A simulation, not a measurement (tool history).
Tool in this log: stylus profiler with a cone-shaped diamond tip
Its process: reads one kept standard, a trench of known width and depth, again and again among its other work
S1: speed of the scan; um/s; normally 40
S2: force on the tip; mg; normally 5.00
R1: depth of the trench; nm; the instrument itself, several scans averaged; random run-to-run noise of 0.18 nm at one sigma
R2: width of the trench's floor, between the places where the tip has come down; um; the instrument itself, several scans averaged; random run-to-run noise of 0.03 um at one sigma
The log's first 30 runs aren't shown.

| run | hour | S1 | S2 | R1 | R2 |
|---|---|---|---|---|---|
| 31 | 2906.3 | 46 | 6.55 | 1032.49 | 25.27 |
| 32 | 3000.7 | 77 | 1.78 | 1013.32 | 24.90 |
| 33 | 3058.7 | 60 | 4.62 | 1025.22 | 25.14 |
| 34 | 3144.6 | 102 | 8.27 | 1037.43 | 25.03 |
| 35 | 3224.5 | 35 | 6.49 | 1031.54 | 25.17 |
| 36 | 3291.3 | 36 | 6.49 | 1031.50 | 25.16 |
| 37 | 3362.8 | 36 | 2.43 | 1015.75 | 24.96 |
| 38 | 3418.4 | 36 | 2.43 | 1015.70 | 24.98 |
| 39 | 3479.7 | 11 | 6.61 | 1031.90 | 25.07 |
| 40 | 3573.0 | 11 | 6.61 | 1031.21 | 25.05 |
| 41 | 3655.3 | 95 | 4.75 | 1024.99 | 24.72 |
| 42 | 3767.8 | 40 | 5.79 | 1028.29 | 24.89 |
|  | 3815.0 | new tip fitted, height scale calibrated |
| 43 | 3832.9 | 40 | 7.46 | 1036.27 | 26.45 |
| 44 | 3921.2 | 18 | 1.88 | 1014.28 | 26.35 |
| 45 | 3989.0 | 119 | 1.88 | 1014.44 | 25.75 |

Branching from run 45: 4 alternative next runs. What would each branch give?
| A | 4083.4 | 56 | 4.83 | ? | ? |
| B | 4083.4 | 27 | 2.64 | ? | ? |
| C | 4083.4 | 59 | 8.22 | ? | ? |
| D | 4083.4 | 129 | 6.30 | ? | ? |

| run | R1 | R2 |
|---|---|---|
| A | 1026.69 | 26.19 |
| B | 1017.81 | 26.21 |
| C | 1038.16 | 26.12 |
| D | 1032.28 | 25.94 |
The same runs, with their run-to-run variation unchanged, on a tool lacking any hidden condition would have given:
| run | R1 | R2 |
|---|---|---|
| A | 1027.02 | 26.37 |
| B | 1018.14 | 26.39 |
| C | 1038.50 | 26.30 |
| D | 1032.61 | 26.12 |
